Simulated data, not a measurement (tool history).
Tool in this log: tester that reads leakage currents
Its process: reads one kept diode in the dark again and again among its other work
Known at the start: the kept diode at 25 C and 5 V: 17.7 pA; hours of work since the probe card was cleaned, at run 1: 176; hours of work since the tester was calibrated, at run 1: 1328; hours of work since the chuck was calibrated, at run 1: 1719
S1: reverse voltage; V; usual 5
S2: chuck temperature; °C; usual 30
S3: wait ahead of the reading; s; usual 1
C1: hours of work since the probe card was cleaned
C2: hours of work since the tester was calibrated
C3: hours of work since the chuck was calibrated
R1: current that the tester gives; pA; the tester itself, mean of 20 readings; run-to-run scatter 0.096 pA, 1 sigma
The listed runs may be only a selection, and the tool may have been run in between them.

| run | day | S1 | S2 | S3 | C1 | C2 | C3 | R1 |
|---|---|---|---|---|---|---|---|---|
| 1 | 0 | 5 | 30 | 1 | 176 | 1328 | 1719 | 25.45 |
| 2 | 1.25 | 5 | 30 | 1 | 192 | 1344 | 1734 | 25.42 |
| 3 | 2.25 | 5 | 30 | 1 | 205 | 1357 | 1747 | 25.52 |
| 4 | 4.079 | 5 | 30 | 1 | 228 | 1380 | 1770 | 25.47 |
| 5 | 5.804 | 5 | 30 | 1 | 250 | 1402 | 1792 | 25.5 |
| 6 | 7.85 | 5 | 49 | 4.22 | 275 | 1428 | 1818 | 104.64 |
| 7 | 9.062 | 11.71 | 36 | 1 | 291 | 1443 | 1833 | 58.33 |
|  | 9.304 | probe card cleaned and baked |
| 8 | 11.05 | 5 | 40 | 1 | 22 | 1467 | 1857 | 54.78 |
| 9 | 12.004 | 5 | 40 | 1 | 34 | 1479 | 1869 | 54.9 |
|  | 13.217 | probe card cleaned and baked, once more |
| 10 | 14.292 | 1.35 | 30 | 1 | 14 | 1506 | 1896 | 14.39 |

Here are 4 independent what-if runs from the current tool condition. What would each one return?
| A | 15.421 | 3.28 | 42 | 1.61 | 28 | 1521 | 1911 | ? |
| B | 15.421 | 1.35 | 23 | 1 | 28 | 1521 | 1911 | ? |
| C | 15.421 | 3.37 | 30 | 0.31 | 28 | 1521 | 1911 | ? |
| D | 15.421 | 12.32 | 48 | 2.1 | 28 | 1521 | 1911 | ? |

| run | R1 |
|---|---|
| A | 52.28 |
| B | 8.17 |
| C | 21.82 |
| D | 139.8 |
Stripped of hidden state, with their random variation kept, the same runs would have yielded:
| run | R1 |
|---|---|
| A | 57.13 |
| B | 9 |
| C | 23.87 |
| D | 152.21 |
